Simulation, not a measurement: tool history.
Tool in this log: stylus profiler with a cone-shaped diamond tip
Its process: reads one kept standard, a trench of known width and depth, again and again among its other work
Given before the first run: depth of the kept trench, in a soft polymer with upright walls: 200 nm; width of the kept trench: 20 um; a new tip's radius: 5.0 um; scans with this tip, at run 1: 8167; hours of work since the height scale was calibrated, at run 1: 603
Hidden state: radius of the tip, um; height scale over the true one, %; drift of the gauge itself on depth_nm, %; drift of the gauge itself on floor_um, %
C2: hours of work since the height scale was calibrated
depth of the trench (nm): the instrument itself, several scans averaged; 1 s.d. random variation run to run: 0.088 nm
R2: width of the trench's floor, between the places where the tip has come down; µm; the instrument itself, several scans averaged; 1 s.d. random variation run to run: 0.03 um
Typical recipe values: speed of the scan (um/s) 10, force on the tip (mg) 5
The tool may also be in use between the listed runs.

{"run": 1, "hour": 0.0, "speed of the scan (um/s)": 10, "force on the tip (mg)": 5, "scans with this tip": 8167, "C2": 603, "depth of the trench (nm)": 203.22, "R2": 15.54}
{"run": 2, "hour": 100.5, "speed of the scan (um/s)": 10, "force on the tip (mg)": 5, "scans with this tip": 9046, "C2": 668, "depth of the trench (nm)": 203.06, "R2": 15.45}
{"run": 3, "hour": 166.8, "speed of the scan (um/s)": 10, "force on the tip (mg)": 5, "scans with this tip": 9626, "C2": 710, "depth of the trench (nm)": 203.16, "R2": 15.32}
{"run": 4, "hour": 265.2, "speed of the scan (um/s)": 10, "force on the tip (mg)": 5, "scans with this tip": 10486, "C2": 774, "depth of the trench (nm)": 203.06, "R2": 15.21}
{"run": 5, "hour": 374.0, "speed of the scan (um/s)": 10, "force on the tip (mg)": 5, "scans with this tip": 11438, "C2": 844, "depth of the trench (nm)": 203.17, "R2": 15.07}
{"run": 6, "hour": 447.3, "speed of the scan (um/s)": 17, "force on the tip (mg)": 5, "scans with this tip": 12079, "C2": 891, "depth of the trench (nm)": 203.07, "R2": 14.92}
{"hour": 458.4, "done": "height scale calibrated on a step standard"}
{"hour": 566.0, "done": "new tip fitted, height scale calibrated"}
{"run": 7, "hour": 566.0, "speed of the scan (um/s)": 17, "force on the tip (mg)": 5, "scans with this tip": 0, "C2": 0, "depth of the trench (nm)": 203.79, "R2": 17.07}
{"run": 8, "hour": 695.7, "speed of the scan (um/s)": 17, "force on the tip (mg)": 5, "scans with this tip": 1135, "C2": 84, "depth of the trench (nm)": 203.58, "R2": 16.85}
{"run": 9, "hour": 806.4, "speed of the scan (um/s)": 17, "force on the tip (mg)": 5, "scans with this tip": 2103, "C2": 155, "depth of the trench (nm)": 203.54, "R2": 16.61}
{"hour": 871.1, "done": "height scale calibrated on a step standard, once more"}
{"run": 10, "hour": 891.1, "speed of the scan (um/s)": 6, "force on the tip (mg)": 3.47, "scans with this tip": 2839, "C2": 13, "depth of the trench (nm)": 202.8, "R2": 16.46}
{"run": 11, "hour": 1002.5, "speed of the scan (um/s)": 35, "force on the tip (mg)": 2.87, "scans with this tip": 3814, "C2": 85, "depth of the trench (nm)": 202.45, "R2": 16.17}
{"run": 12, "hour": 1098.5, "speed of the scan (um/s)": 10, "force on the tip (mg)": 8.86, "scans with this tip": 4653, "C2": 147, "depth of the trench (nm)": 205.1, "R2": 16.19}
{"run": 13, "hour": 1160.6, "speed of the scan (um/s)": 10, "force on the tip (mg)": 8.86, "scans with this tip": 5196, "C2": 187, "depth of the trench (nm)": 205.13, "R2": 16.06}
{"run": 14, "hour": 1247.2, "speed of the scan (um/s)": 5, "force on the tip (mg)": 8.86, "scans with this tip": 5954, "C2": 243, "depth of the trench (nm)": 205.09, "R2": 15.88}
{"run": 15, "hour": 1340.8, "speed of the scan (um/s)": 17, "force on the tip (mg)": 1.98, "scans with this tip": 6772, "C2": 303, "depth of the trench (nm)": 201.81, "R2": 15.73}
{"run": 16, "hour": 1418.1, "speed of the scan (um/s)": 17, "force on the tip (mg)": 1.98, "scans with this tip": 7447, "C2": 353, "depth of the trench (nm)": 201.85, "R2": 15.63}
{"run": 17, "hour": 1547.6, "speed of the scan (um/s)": 10, "force on the tip (mg)": 1.86, "scans with this tip": 8580, "C2": 437, "depth of the trench (nm)": 201.5, "R2": 15.44}

Hidden state at the last listed run before each entry between runs and at the first one after, where it differs:
Runs 6 to 7: height scale calibrated on a step standard (hour 458.4); new tip fitted, height scale calibrated (hour 566)
  radius of the tip, um: 15.89 -> 5.2; height scale over the true one, %: -0.275 -> 0.062
  what was measured, less what the result would be without the hidden state, depth of the trench (nm): -0.56 -> +0.13; R2: -2.23 -> -0.05 µm
Runs 9 to 10: height scale calibrated on a step standard, once more (hour 871.1)
  radius of the tip, um: 7.13 -> 7.75; height scale over the true one, %: 0.012 -> 0.007
  what was measured, less what the result would be without the hidden state, depth of the trench (nm): +0.03 -> +0.02; R2: -0.56 -> -0.7 µm

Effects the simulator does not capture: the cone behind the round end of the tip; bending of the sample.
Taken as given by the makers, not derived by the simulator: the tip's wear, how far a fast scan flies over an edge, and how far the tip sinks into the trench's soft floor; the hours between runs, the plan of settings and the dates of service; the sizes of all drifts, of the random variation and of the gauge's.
